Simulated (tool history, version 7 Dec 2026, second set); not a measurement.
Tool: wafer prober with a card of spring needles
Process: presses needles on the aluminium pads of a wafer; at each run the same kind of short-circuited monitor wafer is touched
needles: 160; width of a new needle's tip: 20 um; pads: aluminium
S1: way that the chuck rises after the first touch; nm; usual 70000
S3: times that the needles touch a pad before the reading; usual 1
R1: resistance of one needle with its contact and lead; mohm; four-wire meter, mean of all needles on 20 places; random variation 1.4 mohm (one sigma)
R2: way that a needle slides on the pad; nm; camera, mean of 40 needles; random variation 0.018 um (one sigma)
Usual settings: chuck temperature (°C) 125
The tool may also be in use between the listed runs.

run 1 hour=0 | S1=70000 chuck_temperature_(°C)=125 S3=1 | R1=125 R2=15130
run 2 hour=21.3 | S1=70000 chuck_temperature_(°C)=125 S3=1 | R1=125 R2=15120
-- hour=33.5 tips cleaned on abrasive film
run 3 hour=39.1 | S1=70000 chuck_temperature_(°C)=125 S3=2 | R1=125 R2=15120
run 4 hour=53.9 | S1=70000 chuck_temperature_(°C)=125 S3=2 | R1=127 R2=15100
run 5 hour=68.5 | S1=70000 chuck_temperature_(°C)=125 S3=2 | R1=127 R2=15090
-- hour=80.1 tips cleaned on abrasive film
run 6 hour=81.6 | S1=70000 chuck_temperature_(°C)=125 S3=2 | R1=124 R2=15080
run 7 hour=101.3 | S1=70000 chuck_temperature_(°C)=125 S3=2 | R1=126 R2=15060
run 8 hour=113.7 | S1=70000 chuck_temperature_(°C)=125 S3=2 | R1=125 R2=15050
-- hour=127.1 tips cleaned on abrasive film
-- hour=130.5 height of the first contact set anew
run 9 hour=134.6 | S1=70000 chuck_temperature_(°C)=125 S3=2 | R1=121 R2=15070
run 10 hour=158.2 | S1=70000 chuck_temperature_(°C)=125 S3=2 | R1=124 R2=15040
run 11 hour=172.5 | S1=70000 chuck_temperature_(°C)=125 S3=2 | R1=126 R2=15030
-- hour=173.9 tips cleaned on abrasive film
run 12 hour=195 | S1=70000 chuck_temperature_(°C)=125 S3=1 | R1=125 R2=15000
run 13 hour=213.9 | S1=70000 chuck_temperature_(°C)=125 S3=1 | R1=127 R2=15000
-- hour=220.4 tips cleaned on abrasive film
run 14 hour=226.8 | S1=70000 chuck_temperature_(°C)=125 S3=1 | R1=128 R2=15020
run 15 hour=241.2 | S1=73000 chuck_temperature_(°C)=125 S3=3 | R1=125 R2=15640
run 16 hour=259.1 | S1=72000 chuck_temperature_(°C)=125 S3=3 | R1=123 R2=15430
-- hour=267 tips cleaned on abrasive film
run 17 hour=280.3 | S1=87000 chuck_temperature_(°C)=125 S3=1 | R1=122 R2=18620
run 18 hour=299.3 | S1=75000 chuck_temperature_(°C)=40 S3=1 | R1=113 R2=16030
-- hour=314.6 tips cleaned on abrasive film
run 19 hour=322.2 | S1=75000 chuck_temperature_(°C)=40 S3=1 | R1=113 R2=16030
run 20 hour=337.8 | S1=51000 chuck_temperature_(°C)=45 S3=3 | R1=119 R2=10880
run 21 hour=354.8 | S1=53000 chuck_temperature_(°C)=125 S3=2 | R1=128 R2=11270
-- hour=361.5 tips cleaned on abrasive film
run 22 hour=375.3 | S1=53000 chuck_temperature_(°C)=125 S3=2 | R1=131 R2=11300
run 23 hour=396.3 | S1=53000 chuck_temperature_(°C)=125 S3=2 | R1=132 R2=11260
-- hour=408.2 tips cleaned on abrasive film
run 24 hour=416.4 | S1=51000 chuck_temperature_(°C)=125 S3=2 | R1=133 R2=10840
run 25 hour=434.6 | S1=86000 chuck_temperature_(°C)=107 S3=2 | R1=117 R2=18250

3 ways to go on from here, each from the tool as it stands after run 25. What would each give?
run A hour=450.5 | S1=64000 chuck_temperature_(°C)=121 S3=2 | R1=? R2=?
run B hour=450.5 | S1=71000 chuck_temperature_(°C)=125 S3=2 | R1=? R2=?
run C hour=450.5 | S1=86000 chuck_temperature_(°C)=120 S3=2 | R1=? R2=?

run=A R1=129 R2=13580
run=B R1=127 R2=15070
run=C R1=121 R2=18230
Without the tool's hidden state the same runs would have given:
run=A R1=129 R2=13820
run=B R1=127 R2=15320
run=C R1=121 R2=18540

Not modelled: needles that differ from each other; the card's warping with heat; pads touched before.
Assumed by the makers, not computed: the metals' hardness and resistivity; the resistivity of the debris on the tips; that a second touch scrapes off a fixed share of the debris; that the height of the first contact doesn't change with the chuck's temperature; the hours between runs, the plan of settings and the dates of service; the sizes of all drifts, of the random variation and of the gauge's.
